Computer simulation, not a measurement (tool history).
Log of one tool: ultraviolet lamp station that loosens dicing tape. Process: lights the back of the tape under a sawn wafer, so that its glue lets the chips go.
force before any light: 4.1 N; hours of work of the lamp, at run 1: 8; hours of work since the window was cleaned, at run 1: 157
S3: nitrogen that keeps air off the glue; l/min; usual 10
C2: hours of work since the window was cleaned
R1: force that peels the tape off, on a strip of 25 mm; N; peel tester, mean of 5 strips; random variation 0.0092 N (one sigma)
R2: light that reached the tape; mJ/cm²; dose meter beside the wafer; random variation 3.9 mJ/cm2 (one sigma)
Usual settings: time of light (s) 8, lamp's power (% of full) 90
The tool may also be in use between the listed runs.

{"run": 1, "hour": 0.0, "time of light (s)": 8, "lamp's power (% of full)": 90, "S3": 10, "hours of work of the lamp": 8, "C2": 157, "R1": 0.431, "R2": 617}
{"run": 2, "hour": 48.7, "time of light (s)": 8, "lamp's power (% of full)": 90, "S3": 10, "hours of work of the lamp": 41, "C2": 190, "R1": 0.427, "R2": 606}
{"run": 3, "hour": 84.7, "time of light (s)": 8, "lamp's power (% of full)": 90, "S3": 10, "hours of work of the lamp": 65, "C2": 214, "R1": 0.445, "R2": 598}
{"run": 4, "hour": 130.5, "time of light (s)": 8, "lamp's power (% of full)": 90, "S3": 10, "hours of work of the lamp": 96, "C2": 245, "R1": 0.454, "R2": 590}
{"run": 5, "hour": 176.4, "time of light (s)": 8, "lamp's power (% of full)": 90, "S3": 10, "hours of work of the lamp": 127, "C2": 276, "R1": 0.46, "R2": 575}
{"run": 6, "hour": 251.9, "time of light (s)": 8, "lamp's power (% of full)": 90, "S3": 10, "hours of work of the lamp": 178, "C2": 327, "R1": 0.501, "R2": 553}
{"run": 7, "hour": 322.8, "time of light (s)": 8, "lamp's power (% of full)": 90, "S3": 10, "hours of work of the lamp": 226, "C2": 375, "R1": 0.491, "R2": 540}
{"run": 8, "hour": 376.0, "time of light (s)": 8, "lamp's power (% of full)": 90, "S3": 10, "hours of work of the lamp": 262, "C2": 410, "R1": 0.538, "R2": 528}
{"run": 9, "hour": 457.2, "time of light (s)": 8, "lamp's power (% of full)": 90, "S3": 10, "hours of work of the lamp": 316, "C2": 465, "R1": 0.553, "R2": 512}
{"run": 10, "hour": 491.3, "time of light (s)": 8, "lamp's power (% of full)": 90, "S3": 10, "hours of work of the lamp": 339, "C2": 488, "R1": 0.572, "R2": 509}
{"hour": 501.3, "done": "window cleaned of glue's vapour"}
{"run": 11, "hour": 564.8, "time of light (s)": 8, "lamp's power (% of full)": 90, "S3": 10, "hours of work of the lamp": 388, "C2": 43, "R1": 0.459, "R2": 589}
{"run": 12, "hour": 639.9, "time of light (s)": 8, "lamp's power (% of full)": 90, "S3": 10, "hours of work of the lamp": 439, "C2": 93, "R1": 0.475, "R2": 572}
{"run": 13, "hour": 709.5, "time of light (s)": 8, "lamp's power (% of full)": 90, "S3": 10, "hours of work of the lamp": 486, "C2": 140, "R1": 0.49, "R2": 555}
{"run": 14, "hour": 778.5, "time of light (s)": 8, "lamp's power (% of full)": 90, "S3": 10, "hours of work of the lamp": 532, "C2": 187, "R1": 0.516, "R2": 540}
{"run": 15, "hour": 816.9, "time of light (s)": 8, "lamp's power (% of full)": 90, "S3": 13, "hours of work of the lamp": 558, "C2": 212, "R1": 0.436, "R2": 530}
{"run": 16, "hour": 898.7, "time of light (s)": 8, "lamp's power (% of full)": 90, "S3": 13, "hours of work of the lamp": 613, "C2": 267, "R1": 0.49, "R2": 515}
{"run": 17, "hour": 954.6, "time of light (s)": 8, "lamp's power (% of full)": 90, "S3": 13, "hours of work of the lamp": 651, "C2": 305, "R1": 0.501, "R2": 501}
{"run": 18, "hour": 1036.3, "time of light (s)": 8, "lamp's power (% of full)": 90, "S3": 13, "hours of work of the lamp": 706, "C2": 360, "R1": 0.51, "R2": 485}
{"run": 19, "hour": 1074.0, "time of light (s)": 8, "lamp's power (% of full)": 90, "S3": 13, "hours of work of the lamp": 731, "C2": 385, "R1": 0.525, "R2": 484}
{"run": 20, "hour": 1112.2, "time of light (s)": 11, "lamp's power (% of full)": 68, "S3": 13, "hours of work of the lamp": 757, "C2": 411, "R1": 0.501, "R2": 490}
{"run": 21, "hour": 1191.6, "time of light (s)": 6, "lamp's power (% of full)": 68, "S3": 13, "hours of work of the lamp": 810, "C2": 465, "R1": 1.241, "R2": 260}
{"run": 22, "hour": 1232.4, "time of light (s)": 7, "lamp's power (% of full)": 90, "S3": 10, "hours of work of the lamp": 838, "C2": 492, "R1": 0.807, "R2": 389}
{"hour": 1240.4, "done": "window cleaned of glue's vapour"}
{"run": 23, "hour": 1312.8, "time of light (s)": 7, "lamp's power (% of full)": 96, "S3": 18, "hours of work of the lamp": 891, "C2": 49, "R1": 0.415, "R2": 488}

Run 24 comes next. What will it give?
{"run": 24, "hour": 1374.2, "time of light (s)": 13, "lamp's power (% of full)": 68, "S3": 16, "hours of work of the lamp": 933, "C2": 90, "R1": "?", "R2": "?"}

R1: 0.317 N
R2: 628 mJ/cm²
Without the tool's hidden state the same run would have given R1 0.251 N, R2 808 mJ/cm².

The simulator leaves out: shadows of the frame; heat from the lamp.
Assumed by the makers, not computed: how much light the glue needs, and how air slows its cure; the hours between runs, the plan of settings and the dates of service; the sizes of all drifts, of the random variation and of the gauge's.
